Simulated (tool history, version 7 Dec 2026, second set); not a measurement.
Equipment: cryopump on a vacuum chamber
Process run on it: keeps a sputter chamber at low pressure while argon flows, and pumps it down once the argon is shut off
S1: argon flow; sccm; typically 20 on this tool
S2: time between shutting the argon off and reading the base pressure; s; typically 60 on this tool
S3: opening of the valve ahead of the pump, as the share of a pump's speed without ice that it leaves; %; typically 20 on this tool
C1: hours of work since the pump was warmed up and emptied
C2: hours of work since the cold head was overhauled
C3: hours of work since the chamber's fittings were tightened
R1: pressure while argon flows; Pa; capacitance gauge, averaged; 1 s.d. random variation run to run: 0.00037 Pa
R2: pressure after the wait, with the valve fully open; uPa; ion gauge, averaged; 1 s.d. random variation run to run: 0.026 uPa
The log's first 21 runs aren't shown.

{"run": 22, "hour": 286.2, "S1": 31, "S2": 157, "S3": 17, "C1": 601, "C2": 601, "C3": 2424, "R1": 0.1447, "R2": 1.79}
{"run": 23, "hour": 306.5, "S1": 19, "S2": 157, "S3": 41, "C1": 617, "C2": 617, "C3": 2440, "R1": 0.0385, "R2": 1.82}
{"hour": 316.7, "done": "pump warmed up, emptied and cooled again"}
{"run": 24, "hour": 323.3, "S1": 20, "S2": 234, "S3": 20, "C1": 5, "C2": 627, "C3": 2450, "R1": 0.0763, "R2": 1.43}
{"run": 25, "hour": 333.9, "S1": 19, "S2": 60, "S3": 47, "C1": 14, "C2": 635, "C3": 2458, "R1": 0.031, "R2": 2.07}
{"run": 26, "hour": 347.2, "S1": 19, "S2": 60, "S3": 47, "C1": 25, "C2": 646, "C3": 2469, "R1": 0.0313, "R2": 2.13}
{"run": 27, "hour": 359.1, "S1": 19, "S2": 134, "S3": 47, "C1": 34, "C2": 656, "C3": 2479, "R1": 0.0316, "R2": 1.61}
{"run": 28, "hour": 377.1, "S1": 19, "S2": 134, "S3": 47, "C1": 49, "C2": 670, "C3": 2494, "R1": 0.0316, "R2": 1.62}
{"run": 29, "hour": 391.9, "S1": 16, "S2": 292, "S3": 32, "C1": 61, "C2": 683, "C3": 2506, "R1": 0.0381, "R2": 1.42}
{"run": 30, "hour": 405.8, "S1": 20, "S2": 31, "S3": 32, "C1": 72, "C2": 694, "C3": 2517, "R1": 0.0484, "R2": 3.05}
{"run": 31, "hour": 421.3, "S1": 20, "S2": 31, "S3": 32, "C1": 85, "C2": 706, "C3": 2530, "R1": 0.0482, "R2": 3.04}

Predict each of these 4 candidate next runs independently; none follows another, all start after run 31:
{"run": "A", "hour": 438.4, "S1": 20, "S2": 48, "S3": 19, "C1": 99, "C2": 720, "C3": 2543, "R1": "?", "R2": "?"}
{"run": "B", "hour": 438.4, "S1": 31, "S2": 81, "S3": 29, "C1": 99, "C2": 720, "C3": 2543, "R1": "?", "R2": "?"}
{"run": "C", "hour": 438.4, "S1": 14, "S2": 130, "S3": 19, "C1": 99, "C2": 720, "C3": 2543, "R1": "?", "R2": "?"}
{"run": "D", "hour": 438.4, "S1": 11, "S2": 35, "S3": 40, "C1": 99, "C2": 720, "C3": 2543, "R1": "?", "R2": "?"}

run=A R1=0.0811 R2=2.43
run=B R1=0.0824 R2=1.99
run=C R1=0.0567 R2=1.67
run=D R1=0.0214 R2=2.82
The same runs, with their run-to-run variation unchanged, on a tool lacking any hidden condition would have given:
run=A R1=0.0805 R2=1.30
run=B R1=0.0814 R2=0.85
run=C R1=0.0562 R2=0.55
run=D R1=0.0210 R2=1.71

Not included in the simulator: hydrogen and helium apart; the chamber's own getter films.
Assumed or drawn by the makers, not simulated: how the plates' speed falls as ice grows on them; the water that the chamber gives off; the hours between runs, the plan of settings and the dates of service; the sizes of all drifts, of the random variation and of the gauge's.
